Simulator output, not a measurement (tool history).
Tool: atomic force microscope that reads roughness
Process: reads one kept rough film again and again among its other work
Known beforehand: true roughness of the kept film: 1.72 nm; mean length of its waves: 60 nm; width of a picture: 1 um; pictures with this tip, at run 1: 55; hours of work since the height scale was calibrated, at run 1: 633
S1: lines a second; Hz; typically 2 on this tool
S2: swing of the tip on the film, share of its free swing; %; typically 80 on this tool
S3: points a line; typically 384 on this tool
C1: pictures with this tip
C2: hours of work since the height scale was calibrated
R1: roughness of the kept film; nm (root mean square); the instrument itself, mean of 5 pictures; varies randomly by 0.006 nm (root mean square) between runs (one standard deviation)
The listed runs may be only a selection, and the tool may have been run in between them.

run 1 hour=0 | S1=2 S2=80 S3=384 | C1=55 C2=633 | R1=1.502
-- hour=48.4 new tip fitted
run 2 hour=48.8 | S1=2 S2=80 S3=384 | C1=0 C2=661 | R1=1.547
run 3 hour=72.6 | S1=2 S2=80 S3=384 | C1=39 C2=675 | R1=1.519
run 4 hour=109 | S1=1.3 S2=80 S3=384 | C1=99 C2=697 | R1=1.531
-- hour=130.7 new tip fitted
run 5 hour=161.6 | S1=1.13 S2=80 S3=384 | C1=51 C2=727 | R1=1.569
-- hour=213.9 new tip fitted
run 6 hour=216.6 | S1=1.13 S2=80 S3=384 | C1=4 C2=760 | R1=1.613
run 7 hour=253.7 | S1=1.13 S2=80 S3=384 | C1=65 C2=781 | R1=1.564
run 8 hour=290.2 | S1=2.76 S2=80 S3=384 | C1=125 C2=803 | R1=1.422
-- hour=297.9 new tip fitted
run 9 hour=339 | S1=2 S2=80 S3=384 | C1=67 C2=831 | R1=1.492
-- hour=382.9 new tip fitted
run 10 hour=392.3 | S1=2 S2=80 S3=384 | C1=15 C2=862 | R1=1.547
run 11 hour=448.9 | S1=2 S2=85 S3=384 | C1=108 C2=896 | R1=1.45
-- hour=466.5 new tip fitted
run 12 hour=491 | S1=2 S2=85 S3=384 | C1=40 C2=920 | R1=1.492
run 13 hour=532.3 | S1=2 S2=80 S3=273 | C1=108 C2=945 | R1=1.479
-- hour=548.1 new tip fitted
run 14 hour=556.2 | S1=2.61 S2=80 S3=273 | C1=13 C2=958 | R1=1.494
run 15 hour=593.2 | S1=2.61 S2=62 S3=273 | C1=74 C2=980 | R1=1.57
run 16 hour=622.8 | S1=2.61 S2=62 S3=273 | C1=123 C2=998 | R1=1.552
-- hour=630.7 new tip fitted
run 17 hour=649.2 | S1=1.79 S2=71 S3=677 | C1=30 C2=1013 | R1=1.584
run 18 hour=679.6 | S1=2 S2=90 S3=384 | C1=80 C2=1031 | R1=1.414
-- hour=684.1 height scale calibrated on a step standard
-- hour=712.7 new tip fitted
run 19 hour=712.7 | S1=3.09 S2=61 S3=484 | C1=0 C2=17 | R1=1.638
run 20 hour=760.7 | S1=2 S2=67 S3=384 | C1=79 C2=45 | R1=1.598
-- hour=795.1 new tip fitted
run 21 hour=802.2 | S1=2 S2=67 S3=384 | C1=11 C2=69 | R1=1.634
run 22 hour=828.4 | S1=2.97 S2=80 S3=381 | C1=54 C2=84 | R1=1.481
-- hour=849.9 height scale calibrated on a step standard, once more
-- hour=877 new tip fitted
run 23 hour=882.1 | S1=2.97 S2=80 S3=381 | C1=8 C2=19 | R1=1.455
run 24 hour=911.3 | S1=1.19 S2=86 S3=384 | C1=56 C2=36 | R1=1.524
-- hour=961.2 new tip fitted
run 25 hour=965.6 | S1=2.63 S2=80 S3=455 | C1=7 C2=68 | R1=1.486
run 26 hour=1004 | S1=0.51 S2=72 S3=398 | C1=70 C2=90 | R1=1.61
-- hour=1046.7 new tip fitted
run 27 hour=1056.1 | S1=1.87 S2=84 S3=384 | C1=15 C2=121 | R1=1.498
run 28 hour=1109.6 | S1=2.39 S2=86 S3=874 | C1=103 C2=152 | R1=1.401
-- hour=1127.8 new tip fitted
run 29 hour=1162 | S1=1.67 S2=80 S3=485 | C1=56 C2=183 | R1=1.523

Run 30 is up next; what results do you expect?
run 30 hour=1204.1 | S1=2.71 S2=62 S3=681 | C1=125 C2=208 | R1=?

R1: 1.53 nm (root mean square)
With the hidden condition absent and the run-to-run variation left alone, this run would have shown R1 1.612 nm (root mean square).
